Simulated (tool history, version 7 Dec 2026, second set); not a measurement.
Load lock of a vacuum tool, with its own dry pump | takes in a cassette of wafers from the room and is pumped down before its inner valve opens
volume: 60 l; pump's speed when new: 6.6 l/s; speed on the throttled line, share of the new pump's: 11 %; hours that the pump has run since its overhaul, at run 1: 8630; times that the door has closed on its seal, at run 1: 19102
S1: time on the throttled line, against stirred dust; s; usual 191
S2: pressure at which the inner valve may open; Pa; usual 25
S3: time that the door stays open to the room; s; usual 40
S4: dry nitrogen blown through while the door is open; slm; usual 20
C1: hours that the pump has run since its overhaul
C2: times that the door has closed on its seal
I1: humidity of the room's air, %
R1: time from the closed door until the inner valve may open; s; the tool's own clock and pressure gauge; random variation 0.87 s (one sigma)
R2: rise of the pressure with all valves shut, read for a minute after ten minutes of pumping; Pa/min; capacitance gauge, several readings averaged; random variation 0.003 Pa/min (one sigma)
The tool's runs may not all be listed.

run     hour   S1  S2   S3  S4     C1     C2    I1     R1     R2
  1      0.0  191  25   40  20   8630  19102  44.9  255.1  0.050
  2    242.4  191  25   40  20   8873  20071  44.7  256.1  0.043
  3    609.1  191  25  222  20   9240  21538  44.8  255.5  0.065
  4   1038.0  191  25   40  42   9668  23253  45.9  257.2  0.050
  5   1420.8  108  25   40  20  10051  24783  41.0  186.4  0.058
  6   1683.2  108  25   40  20  10314  25832  44.2  186.3  0.059
  7   2149.3  108  25   40  20  10780  27696  41.4  187.0  0.062
  8   2424.3  191  25   40  20  11055  28796  44.2  258.5  0.066
  9   2736.8  191  25   40  20  11367  30045  46.1  260.1  0.068
 10   3188.4  191  25   40  20  11819  31851  49.2  258.7  0.078
 11   3618.8  191  25   40  20  12249  33572  43.2  262.1  0.074
 12   4081.8  191  25   40  20  12712  35423  48.0  261.5  0.088
 13   4418.8  191  25   40  20  13049  36770  48.3  262.8  0.094
      4686.0  -- dry pump taken out, an overhauled one fitted
 14   4960.8  191  25   40  20    275  38914  44.5  247.2  0.096
 15   5519.4  191  25   51  20    833  41147  43.8  248.2  0.111
 16   5779.1  191  25   59  20   1093  42186  43.1  245.9  0.108
 17   6118.3  128  42   40  41   1432  43542  44.8  185.8  0.103
 18   6665.1  235  25   40  39   1979  45728  45.1  285.9  0.112
 19   7079.9  267  19   29   6   2394  47387  46.0  318.3  0.143
 20   7411.1  267  19   29   6   2725  48711  43.1  317.1  0.136
 21   7879.1  267  19   52  18   3193  50583  44.6  318.9  0.138
 22   8121.3  267  19   52  18   3435  51551  44.1  318.5  0.140
 23   8488.8  280  44   40   5   3803  53020  43.6  321.3  0.155
 24   8927.2  225  23   40  20   4241  54773  44.3  281.3  0.150
 25   9331.5  191  32   40  20   4645  56390  46.1  248.8  0.156
 26   9907.6  209  25   52  20   5222  58693  43.4  268.7  0.166
 27  10452.6  183  30   52   6   5767  60872  44.0  243.8  0.191
 28  10964.9  191  34  128   6   6279  62921  46.1  250.0  0.221
 29  11440.6  191  25   87  20   6755  64823  41.3  253.5  0.188
 30  12013.0  191  25   87  20   7327  67111  44.6  256.4  0.209
 31  12552.2  191  19   38  20   7866  69268  44.9  256.6  0.207

4 ways to go on from here, each from the tool as it stands after run 31. What would each give?
  A  13111.7  191  31  28  20  8426  71505  45.6   ?   ?
  B  13111.7  191  19  55  20  8426  71505  46.7   ?   ?
  C  13111.7  129  19  68  20  8426  71505  45.7   ?   ?
  D  13111.7  149  25  40  20  8426  71505  43.7   ?   ?

run     R1     R2
  A  253.9  0.223
  B  259.0  0.224
  C  203.8  0.221
  D  217.9  0.216
Without the tool's hidden state the same runs would have given:
run     R1     R2
  A  244.6  0.017
  B  249.0  0.020
  C  192.6  0.018
  D  207.3  0.014
